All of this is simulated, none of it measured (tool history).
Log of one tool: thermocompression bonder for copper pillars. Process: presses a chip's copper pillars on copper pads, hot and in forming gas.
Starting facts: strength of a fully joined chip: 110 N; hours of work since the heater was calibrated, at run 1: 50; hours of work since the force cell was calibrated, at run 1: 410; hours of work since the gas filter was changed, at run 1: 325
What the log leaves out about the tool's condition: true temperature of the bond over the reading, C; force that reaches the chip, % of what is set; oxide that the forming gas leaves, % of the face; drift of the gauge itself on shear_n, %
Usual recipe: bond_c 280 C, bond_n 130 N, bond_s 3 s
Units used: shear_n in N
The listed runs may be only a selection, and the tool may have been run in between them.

run,hour,bond_c,bond_n,bond_s,hours of work since the heater was calibrated,hours of work since the force cell was calibrated,hours of work since the gas filter was changed,shear_n
1,0,280,130,3,50,410,325,71.1
2,22.1,280,130,3,65,426,341,71.6
3,43.3,280,130,3,80,441,356,71.7
4,52.4,280,130,3,87,447,363,72
5,72.1,280,130,3,101,461,377,72.3
6,81.4,280,130,3,108,468,383,71.6
7,103.2,280,130,3,123,483,399,71.6
8,116.2,280,130,8,132,493,408,90.3
9,135.6,280,130,8,146,507,422,90.6
# hour 137.2: forming gas filter changed
10,148,280,111,3,154,515,8,62.8
11,157.5,280,111,3,161,522,15,62.6
12,172.8,280,111,3,172,533,25,62.7
13,190.1,280,111,3,184,545,38,63.2
14,199.9,280,111,3,191,552,45,62.9
15,214.8,280,130,8,202,563,55,91.1
16,234.5,280,90,3,216,577,69,50.9
17,253,280,90,3,229,590,82,51.2
18,267.4,280,82,3,240,600,93,46.4
19,282.1,280,130,3,250,610,103,72.7
20,294.3,280,130,3,259,619,112,72.5
21,303.3,250,83,3,265,626,118,34
22,316.1,250,83,3,274,635,127,34.1
23,327.5,301,171,6,282,643,135,104.5
24,339.8,300,171,2,291,651,144,90.3
25,353,300,171,2,300,661,154,90.2
26,366.7,300,171,2,310,671,163,90.1
27,376.6,300,171,2,317,678,170,90.3
28,389.8,300,171,2,327,687,180,89.8
29,403.9,300,171,2,337,697,190,90.2
30,413.8,267,134,7,344,704,197,84.8
31,430.2,250,193,7,355,716,209,95.2
32,450.6,308,117,3,370,730,223,81.4
33,466.9,308,117,3,381,742,235,81.4
34,485.5,308,117,3,395,755,248,81.1
35,504,308,117,3,408,768,261,81.1
36,518.3,298,181,3,418,778,271,99.1
37,529.6,298,141,3,426,786,279,87.4
38,539.7,280,112,4,433,794,286,70.6
39,554.9,285,112,4,444,805,297,73
# hour 560.2: gauge calibrated
40,567.3,299,159,6,453,813,306,101

Subtracting, for every run, the result it would have given without the tool's unlogged condition from the measured result gives the following. The same run-to-run variation enters both numbers; the gauge's scatter may not:
run,shear_n
1,+0
2,+0.1
3,+0.1
4,+0.2
5,+0.2
6,+0.2
7,+0.3
8,+0.5
9,+0.6
10,+0.5
11,+0.6
12,+0.6
13,+0.6
14,+0.7
15,+1
16,+0.6
17,+0.7
18,+0.7
19,+1.1
20,+1.1
21,+0.5
22,+0.5
23,+1.8
24,+1.6
25,+1.6
26,+1.6
27,+1.8
28,+1.8
29,+1.8
30,+1.8
31,+2.1
32,+1.8
33,+2
34,+2
35,+2.1
36,+2.6
37,+2.3
38,+1.9
39,+2.1
40,+0

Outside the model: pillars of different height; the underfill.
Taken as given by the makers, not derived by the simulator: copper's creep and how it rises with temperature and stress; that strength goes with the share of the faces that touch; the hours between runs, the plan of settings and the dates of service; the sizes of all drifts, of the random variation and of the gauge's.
